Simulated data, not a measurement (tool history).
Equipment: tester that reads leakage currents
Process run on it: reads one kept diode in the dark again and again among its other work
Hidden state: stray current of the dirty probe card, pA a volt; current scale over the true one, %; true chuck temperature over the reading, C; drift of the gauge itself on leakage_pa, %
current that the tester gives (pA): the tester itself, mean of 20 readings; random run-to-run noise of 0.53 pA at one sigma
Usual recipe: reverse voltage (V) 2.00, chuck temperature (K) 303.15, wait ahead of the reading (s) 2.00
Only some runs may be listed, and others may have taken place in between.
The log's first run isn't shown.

| run | hour | reverse voltage (V) | chuck temperature (K) | wait ahead of the reading (s) | hours of work since the probe card was cleaned | hours of work since the tester was calibrated | hours of work since the chuck was calibrated | current that the tester gives (pA) |
|---|---|---|---|---|---|---|---|---|
| 2 | 74.4 | 2.00 | 303.15 | 2.00 | 67 | 126 | 869 | 164.91 |
| 3 | 122.4 | 2.00 | 303.15 | 0.81 | 98 | 157 | 899 | 165.22 |
| 4 | 166.1 | 2.00 | 303.15 | 2.00 | 126 | 185 | 927 | 164.56 |
| 5 | 225.0 | 2.00 | 303.15 | 2.00 | 163 | 223 | 965 | 164.12 |
| 6 | 272.7 | 2.00 | 303.15 | 2.00 | 194 | 254 | 996 | 163.49 |
|  | 317.7 | chuck's temperature calibrated |
| 7 | 337.1 | 2.00 | 320.15 | 2.00 | 234 | 294 | 12 | 562.95 |
| 8 | 382.3 | 2.00 | 303.15 | 2.00 | 263 | 323 | 41 | 175.96 |
| 9 | 441.9 | 2.00 | 303.15 | 2.00 | 301 | 361 | 80 | 175.20 |
| 10 | 507.9 | 2.00 | 303.15 | 2.00 | 343 | 403 | 122 | 175.51 |
| 11 | 545.6 | 2.00 | 303.15 | 2.00 | 368 | 427 | 146 | 174.13 |
| 12 | 597.9 | 2.00 | 303.15 | 2.00 | 401 | 461 | 180 | 174.54 |
| 13 | 648.6 | 2.00 | 303.15 | 2.00 | 434 | 493 | 212 | 173.76 |
| 14 | 707.3 | 2.00 | 303.15 | 2.00 | 471 | 531 | 250 | 173.46 |
| 15 | 742.1 | 2.00 | 310.15 | 2.00 | 494 | 553 | 272 | 283.02 |
| 16 | 810.8 | 2.00 | 310.15 | 2.00 | 538 | 597 | 316 | 282.30 |
| 17 | 852.3 | 2.00 | 310.15 | 2.00 | 564 | 624 | 343 | 284.10 |
| 18 | 919.0 | 2.00 | 307.15 | 2.00 | 607 | 667 | 386 | 227.60 |
| 19 | 961.5 | 2.00 | 307.15 | 2.00 | 634 | 694 | 413 | 227.14 |
| 20 | 1025.9 | 2.00 | 307.15 | 2.00 | 676 | 736 | 454 | 227.38 |
| 21 | 1084.1 | 2.00 | 293.15 | 2.00 | 713 | 773 | 492 | 80.46 |

Run 22 comes next. What will it give?
| 22 | 1154.5 | 8.89 | 331.15 | 6.86 | 758 | 818 | 537 | ? |

{"run 22": {"current that the tester gives (pA)": 2196.43}}
Without the tool's hidden state the same run would have given current that the tester gives (pA) 2295.47.
